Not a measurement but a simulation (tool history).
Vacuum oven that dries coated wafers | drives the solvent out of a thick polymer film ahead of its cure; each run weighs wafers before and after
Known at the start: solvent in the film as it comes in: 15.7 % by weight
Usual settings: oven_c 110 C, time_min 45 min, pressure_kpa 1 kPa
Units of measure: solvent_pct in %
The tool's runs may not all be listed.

| run | hour | oven_c | time_min | pressure_kpa | solvent_pct |
|---|---|---|---|---|---|
| 1 | 0 | 110 | 45 | 1 | 1.62 |
| 2 | 31.3 | 110 | 45 | 1 | 1.7 |
| 3 | 52.1 | 110 | 26 | 1 | 3.62 |
| 4 | 72.9 | 110 | 26 | 0.84 | 3.62 |
| 5 | 93.7 | 110 | 26 | 0.84 | 3.65 |
| 6 | 133.7 | 110 | 26 | 0.84 | 3.6 |
| 7 | 167.3 | 110 | 45 | 1 | 1.61 |
| 8 | 191.8 | 110 | 45 | 1 | 1.67 |
| 9 | 227.6 | 110 | 45 | 1 | 1.71 |
| 10 | 266.5 | 110 | 25 | 1 | 3.77 |
| 11 | 295.6 | 110 | 25 | 1.92 | 4.13 |
| 12 | 334.4 | 110 | 25 | 1.92 | 4.07 |
| 13 | 379.2 | 110 | 43 | 1 | 1.79 |
| 14 | 422.6 | 110 | 43 | 1 | 1.8 |
| 15 | 449.5 | 106 | 53 | 1 | 1.73 |
| 16 | 469.4 | 106 | 53 | 1 | 1.72 |
| 17 | 511.9 | 103 | 65 | 2.97 | 2.76 |
| 18 | 538.4 | 124 | 45 | 2.41 | 0.96 |

Forecast run 19:
| 19 | 574 | 103 | 63 | 0.64 | ? |

solvent_pct: 1.51 %
If the tool had no hidden condition, the same run with the same run-to-run variation would have returned solvent_pct 1.48 %.
